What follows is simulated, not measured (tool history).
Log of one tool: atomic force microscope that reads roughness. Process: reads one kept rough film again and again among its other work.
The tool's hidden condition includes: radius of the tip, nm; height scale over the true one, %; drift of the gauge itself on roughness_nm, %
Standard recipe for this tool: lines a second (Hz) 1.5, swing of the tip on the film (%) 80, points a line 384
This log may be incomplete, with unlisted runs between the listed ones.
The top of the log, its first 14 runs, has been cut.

| run | day | lines a second (Hz) | swing of the tip on the film (%) | points a line | pictures with this tip | hours of work since the height scale was calibrated | roughness of the kept film (nm (root mean square)) |
|---|---|---|---|---|---|---|---|
| 15 | 5.292 | 1.5 | 80 | 384 | 33 | 146 | 1.687 |
| 16 | 5.808 | 1.5 | 80 | 384 | 51 | 154 | 1.673 |
| 17 | 6.033 | 1.5 | 78 | 384 | 59 | 157 | 1.714 |
| 18 | 6.425 | 1.5 | 78 | 996 | 73 | 164 | 1.692 |
| 19 | 6.8 | 1.5 | 78 | 996 | 86 | 170 | 1.693 |
| 20 | 7.242 | 1.5 | 78 | 996 | 101 | 177 | 1.689 |
| 21 | 7.646 | 2.08 | 56 | 936 | 115 | 183 | 1.82 |
| 22 | 8.167 | 3.1 | 67 | 936 | 133 | 191 | 1.645 |
| 23 | 8.508 | 3.1 | 62 | 656 | 145 | 197 | 1.698 |
| 24 | 8.946 | 1.5 | 62 | 376 | 160 | 204 | 1.777 |
| 25 | 9.212 | 1.41 | 83 | 856 | 170 | 208 | 1.634 |
|  | 9.283 | height scale calibrated on a step standard |
| 26 | 9.483 | 2.32 | 80 | 345 | 178 | 3 | 1.532 |
| 27 | 9.708 | 1.47 | 80 | 495 | 186 | 7 | 1.637 |
| 28 | 10.162 | 2.02 | 62 | 705 | 201 | 14 | 1.74 |
| 29 | 10.45 | 2.02 | 62 | 705 | 211 | 19 | 1.742 |
| 30 | 10.908 | 0.75 | 80 | 783 | 227 | 26 | 1.735 |
| 31 | 11.154 | 1.5 | 79 | 398 | 236 | 30 | 1.629 |
| 32 | 11.517 | 2.85 | 69 | 318 | 248 | 36 | 1.604 |
| 33 | 11.912 | 2.85 | 69 | 318 | 262 | 42 | 1.593 |
|  | 12.096 | height scale calibrated on a step standard, once more |
| 34 | 12.338 | 2.85 | 69 | 318 | 276 | 4 | 1.606 |
|  | 12.658 | new tip fitted |
| 35 | 12.85 | 3.98 | 69 | 528 | 7 | 12 | 1.612 |
| 36 | 13.071 | 1.47 | 69 | 938 | 14 | 15 | 1.801 |
| 37 | 13.417 | 1.47 | 69 | 938 | 26 | 21 | 1.784 |
| 38 | 13.917 | 1.5 | 80 | 903 | 44 | 29 | 1.69 |
| 39 | 14.275 | 1.5 | 80 | 903 | 56 | 34 | 1.688 |

Here are 5 independent what-if runs from the current tool condition. What would each one return?
| A | 14.6 | 1.5 | 64 | 903 | 67 | 40 | ? |
| B | 14.6 | 1.5 | 83 | 293 | 67 | 40 | ? |
| C | 14.6 | 1.77 | 80 | 691 | 67 | 40 | ? |
| D | 14.6 | 1.15 | 80 | 454 | 67 | 40 | ? |
| E | 14.6 | 0.54 | 70 | 738 | 67 | 40 | ? |

| run | roughness of the kept film (nm (root mean square)) |
|---|---|
| A | 1.807 |
| B | 1.657 |
| C | 1.637 |
| D | 1.734 |
| E | 1.866 |
Without the tool's unlogged condition, the same runs would have read:
| run | roughness of the kept film (nm (root mean square)) |
|---|---|
| A | 1.83 |
| B | 1.677 |
| C | 1.658 |
| D | 1.756 |
| E | 1.89 |
